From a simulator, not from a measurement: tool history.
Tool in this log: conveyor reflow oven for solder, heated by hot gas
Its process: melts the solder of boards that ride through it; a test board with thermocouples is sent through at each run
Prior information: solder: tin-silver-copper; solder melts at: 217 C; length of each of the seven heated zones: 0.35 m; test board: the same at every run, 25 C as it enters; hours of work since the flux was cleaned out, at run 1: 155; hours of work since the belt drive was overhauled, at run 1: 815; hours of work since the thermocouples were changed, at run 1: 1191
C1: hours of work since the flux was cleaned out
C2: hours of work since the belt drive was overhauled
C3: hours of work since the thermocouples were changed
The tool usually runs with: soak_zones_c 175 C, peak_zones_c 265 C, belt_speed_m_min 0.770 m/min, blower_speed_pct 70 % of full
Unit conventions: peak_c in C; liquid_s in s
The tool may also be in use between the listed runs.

{"run": 1, "hour": 0.0, "soak_zones_c": 175, "peak_zones_c": 265, "belt_speed_m_min": 0.77, "blower_speed_pct": 70, "C1": 155, "C2": 815, "C3": 1191, "peak_c": 255.3, "liquid_s": 44.0}
{"hour": 66.0, "done": "thermocouples of zones 6 and 7 changed"}
{"run": 2, "hour": 89.1, "soak_zones_c": 171, "peak_zones_c": 265, "belt_speed_m_min": 0.77, "blower_speed_pct": 70, "C1": 218, "C2": 878, "C3": 17, "peak_c": 253.2, "liquid_s": 41.9}
{"hour": 156.8, "done": "belt drive overhauled, speed set with a stopwatch"}
{"run": 3, "hour": 156.8, "soak_zones_c": 171, "peak_zones_c": 265, "belt_speed_m_min": 0.77, "blower_speed_pct": 70, "C1": 263, "C2": 0, "C3": 62, "peak_c": 252.1, "liquid_s": 40.5}
{"run": 4, "hour": 210.2, "soak_zones_c": 171, "peak_zones_c": 265, "belt_speed_m_min": 0.77, "blower_speed_pct": 70, "C1": 302, "C2": 39, "C3": 101, "peak_c": 252.0, "liquid_s": 40.4}
{"run": 5, "hour": 265.7, "soak_zones_c": 175, "peak_zones_c": 266, "belt_speed_m_min": 0.77, "blower_speed_pct": 70, "C1": 342, "C2": 78, "C3": 141, "peak_c": 253.2, "liquid_s": 42.0}
{"run": 6, "hour": 352.1, "soak_zones_c": 175, "peak_zones_c": 266, "belt_speed_m_min": 0.77, "blower_speed_pct": 70, "C1": 404, "C2": 141, "C3": 203, "peak_c": 253.3, "liquid_s": 41.8}
{"hour": 376.0, "done": "flux residue cleaned out of gas plates and filters"}
{"run": 7, "hour": 399.9, "soak_zones_c": 175, "peak_zones_c": 265, "belt_speed_m_min": 0.77, "blower_speed_pct": 70, "C1": 17, "C2": 172, "C3": 234, "peak_c": 255.1, "liquid_s": 43.4}
{"run": 8, "hour": 464.4, "soak_zones_c": 175, "peak_zones_c": 265, "belt_speed_m_min": 0.77, "blower_speed_pct": 69, "C1": 64, "C2": 218, "C3": 280, "peak_c": 254.2, "liquid_s": 42.9}
{"run": 9, "hour": 556.9, "soak_zones_c": 175, "peak_zones_c": 265, "belt_speed_m_min": 0.77, "blower_speed_pct": 69, "C1": 130, "C2": 285, "C3": 347, "peak_c": 253.9, "liquid_s": 43.1}
{"run": 10, "hour": 608.6, "soak_zones_c": 175, "peak_zones_c": 265, "belt_speed_m_min": 0.77, "blower_speed_pct": 69, "C1": 168, "C2": 322, "C3": 384, "peak_c": 254.0, "liquid_s": 43.0}
{"run": 11, "hour": 699.5, "soak_zones_c": 175, "peak_zones_c": 265, "belt_speed_m_min": 0.77, "blower_speed_pct": 69, "C1": 233, "C2": 387, "C3": 450, "peak_c": 253.9, "liquid_s": 42.8}
{"run": 12, "hour": 746.5, "soak_zones_c": 175, "peak_zones_c": 265, "belt_speed_m_min": 0.77, "blower_speed_pct": 69, "C1": 267, "C2": 421, "C3": 484, "peak_c": 253.6, "liquid_s": 42.9}
{"run": 13, "hour": 790.9, "soak_zones_c": 175, "peak_zones_c": 265, "belt_speed_m_min": 0.77, "blower_speed_pct": 69, "C1": 299, "C2": 453, "C3": 516, "peak_c": 253.2, "liquid_s": 42.4}
{"run": 14, "hour": 845.1, "soak_zones_c": 175, "peak_zones_c": 265, "belt_speed_m_min": 0.77, "blower_speed_pct": 62, "C1": 338, "C2": 492, "C3": 555, "peak_c": 252.2, "liquid_s": 41.0}
{"run": 15, "hour": 892.2, "soak_zones_c": 175, "peak_zones_c": 265, "belt_speed_m_min": 0.77, "blower_speed_pct": 62, "C1": 372, "C2": 526, "C3": 588, "peak_c": 251.6, "liquid_s": 41.1}
{"run": 16, "hour": 932.8, "soak_zones_c": 175, "peak_zones_c": 257, "belt_speed_m_min": 0.864, "blower_speed_pct": 70, "C1": 401, "C2": 555, "C3": 618, "peak_c": 242.9, "liquid_s": 31.4}
{"hour": 959.0, "done": "flux residue cleaned out of gas plates and filters"}
{"run": 17, "hour": 1025.2, "soak_zones_c": 175, "peak_zones_c": 279, "belt_speed_m_min": 0.764, "blower_speed_pct": 70, "C1": 48, "C2": 618, "C3": 681, "peak_c": 269.5, "liquid_s": 49.2}
{"run": 18, "hour": 1084.9, "soak_zones_c": 175, "peak_zones_c": 279, "belt_speed_m_min": 0.764, "blower_speed_pct": 70, "C1": 91, "C2": 661, "C3": 724, "peak_c": 268.6, "liquid_s": 49.4}
{"run": 19, "hour": 1141.0, "soak_zones_c": 175, "peak_zones_c": 279, "belt_speed_m_min": 0.764, "blower_speed_pct": 70, "C1": 131, "C2": 702, "C3": 764, "peak_c": 268.3, "liquid_s": 49.0}
{"run": 20, "hour": 1207.7, "soak_zones_c": 165, "peak_zones_c": 279, "belt_speed_m_min": 0.824, "blower_speed_pct": 67, "C1": 179, "C2": 750, "C3": 812, "peak_c": 264.1, "liquid_s": 41.7}
{"run": 21, "hour": 1296.5, "soak_zones_c": 179, "peak_zones_c": 280, "belt_speed_m_min": 0.627, "blower_speed_pct": 67, "C1": 243, "C2": 814, "C3": 876, "peak_c": 273.5, "liquid_s": 63.2}

Forecast run 22:
{"run": 22, "hour": 1335.1, "soak_zones_c": 179, "peak_zones_c": 280, "belt_speed_m_min": 0.627, "blower_speed_pct": 67, "C1": 271, "C2": 841, "C3": 904, "peak_c": "?", "liquid_s": "?"}

{"run 22": {"peak_c": 273.6, "liquid_s": 63.0}}
Minus the tool's unlogged condition, the same run would have read peak_c 273.2 C, liquid_s 62.1 s.
